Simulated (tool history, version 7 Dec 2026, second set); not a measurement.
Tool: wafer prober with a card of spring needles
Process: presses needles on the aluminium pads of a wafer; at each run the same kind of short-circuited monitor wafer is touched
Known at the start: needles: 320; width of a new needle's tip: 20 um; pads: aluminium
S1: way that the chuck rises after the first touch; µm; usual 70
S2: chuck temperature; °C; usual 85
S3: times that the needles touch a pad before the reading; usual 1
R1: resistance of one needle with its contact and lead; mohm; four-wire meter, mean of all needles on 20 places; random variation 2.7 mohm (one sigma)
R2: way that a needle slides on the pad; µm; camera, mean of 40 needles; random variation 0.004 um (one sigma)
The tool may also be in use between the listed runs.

{"run": 1, "hour": 0.0, "S1": 70, "S2": 85, "S3": 1, "R1": 332, "R2": 9.219}
{"run": 2, "hour": 18.4, "S1": 70, "S2": 85, "S3": 1, "R1": 448, "R2": 9.223}
{"hour": 29.4, "done": "tips cleaned on abrasive film"}
{"run": 3, "hour": 36.2, "S1": 70, "S2": 85, "S3": 1, "R1": 382, "R2": 9.221}
{"run": 4, "hour": 50.5, "S1": 70, "S2": 85, "S3": 1, "R1": 451, "R2": 9.217}
{"hour": 59.2, "done": "tips cleaned on abrasive film"}
{"run": 5, "hour": 62.5, "S1": 70, "S2": 38, "S3": 1, "R1": 344, "R2": 9.223}
{"run": 6, "hour": 80.9, "S1": 70, "S2": 85, "S3": 1, "R1": 452, "R2": 9.208}
{"hour": 90.1, "done": "tips cleaned on abrasive film"}
{"run": 7, "hour": 101.1, "S1": 70, "S2": 85, "S3": 1, "R1": 404, "R2": 9.207}
{"hour": 120.4, "done": "tips cleaned on abrasive film"}
{"run": 8, "hour": 121.2, "S1": 70, "S2": 85, "S3": 1, "R1": 323, "R2": 9.209}
{"run": 9, "hour": 133.1, "S1": 70, "S2": 85, "S3": 1, "R1": 417, "R2": 9.214}
{"hour": 134.5, "done": "height of the first contact set anew"}
{"hour": 150.4, "done": "tips cleaned on abrasive film"}
{"run": 10, "hour": 154.2, "S1": 70, "S2": 85, "S3": 1, "R1": 357, "R2": 9.197}
{"run": 11, "hour": 172.3, "S1": 70, "S2": 85, "S3": 1, "R1": 462, "R2": 9.193}
{"hour": 180.2, "done": "tips cleaned on abrasive film"}
{"run": 12, "hour": 189.1, "S1": 70, "S2": 85, "S3": 1, "R1": 390, "R2": 9.182}
{"run": 13, "hour": 203.6, "S1": 70, "S2": 85, "S3": 1, "R1": 468, "R2": 9.186}
{"hour": 209.8, "done": "tips cleaned on abrasive film"}
{"run": 14, "hour": 220.1, "S1": 70, "S2": 85, "S3": 1, "R1": 397, "R2": 9.186}
{"run": 15, "hour": 231.8, "S1": 70, "S2": 85, "S3": 2, "R1": 386, "R2": 9.178}
{"hour": 240.3, "done": "tips cleaned on abrasive film"}
{"run": 16, "hour": 244.6, "S1": 70, "S2": 85, "S3": 2, "R1": 340, "R2": 9.183}
{"hour": 250.7, "done": "height of the first contact set anew, once more"}
{"run": 17, "hour": 261.5, "S1": 70, "S2": 85, "S3": 1, "R1": 454, "R2": 9.261}
{"hour": 270.4, "done": "tips cleaned on abrasive film"}
{"run": 18, "hour": 271.0, "S1": 70, "S2": 85, "S3": 2, "R1": 322, "R2": 9.259}

The next listed run, before its measurement:
{"run": 19, "hour": 284.0, "S1": 70, "S2": 85, "S3": 2, "R1": "?", "R2": "?"}

Run 19 gave R1 373 mohm, R2 9.26 µm.
Without the tool's hidden state the same run would have given R1 306 mohm, R2 9.265 µm.

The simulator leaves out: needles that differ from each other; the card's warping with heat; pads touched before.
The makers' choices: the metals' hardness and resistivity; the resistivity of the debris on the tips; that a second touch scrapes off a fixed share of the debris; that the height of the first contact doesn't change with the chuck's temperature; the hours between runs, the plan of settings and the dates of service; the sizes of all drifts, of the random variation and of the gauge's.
